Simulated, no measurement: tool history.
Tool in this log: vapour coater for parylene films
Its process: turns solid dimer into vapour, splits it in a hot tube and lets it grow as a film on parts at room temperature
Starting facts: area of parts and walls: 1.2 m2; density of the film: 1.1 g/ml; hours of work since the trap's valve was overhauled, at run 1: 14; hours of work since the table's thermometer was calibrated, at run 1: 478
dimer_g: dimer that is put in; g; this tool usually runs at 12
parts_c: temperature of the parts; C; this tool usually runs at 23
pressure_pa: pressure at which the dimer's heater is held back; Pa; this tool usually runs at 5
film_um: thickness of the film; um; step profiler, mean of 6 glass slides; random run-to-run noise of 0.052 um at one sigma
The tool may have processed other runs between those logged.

run,hour,dimer_g,parts_c,pressure_pa,hours of work since the trap's valve was overhauled,hours of work since the table's thermometer was calibrated,film_um
1,0,12,23,5,14,478,5.93
2,28.8,7,23,5,35,498,3.5
3,53.4,12,23,6.06,52,516,5.56
4,77.8,12,23,6.06,69,533,5.6
5,90.5,12,23,6.06,78,542,5.64
6,104.4,12,23,6.06,88,552,5.64
7,129.1,12,23,6.06,105,569,5.55
8,157,12,32,6.06,125,589,4.44
9,185.6,12,32,6.06,145,609,4.36
10,209,10,23,5,162,626,4.73
11,231.6,13,23,5,178,642,6.04
12,253.7,12,23,4.07,193,657,5.75
13,268,12,24,3.45,204,667,5.84
14,289.4,12,24,3.45,219,682,5.8
15,305.1,13,31,3.63,230,694,5.18
16,333.9,12,18,2.39,250,714,7.23
17,348.3,11,35,2.11,260,724,4.28
18,370,11,35,2.11,276,739,4.27
19,391.3,8,23,10.3,291,755,3.15
20,410.6,8,23,10.3,304,768,3.17

Each row is a separate what-if for the run after 20, all from the same tool condition, not one after another. Results?
A,424.2,13,31,8.66,314,778,?
B,424.2,8,22,10.3,314,778,?
C,424.2,8,31,7.16,314,778,?
D,424.2,7,34,10.3,314,778,?
E,424.2,5,17,2.54,314,778,?

run,film_um
A,4.27
B,3.26
C,2.74
D,1.98
E,3
Without the tool's unlogged condition, the same runs would have read:
run,film_um
A,4.76
B,3.64
C,3.05
D,2.21
E,3.35
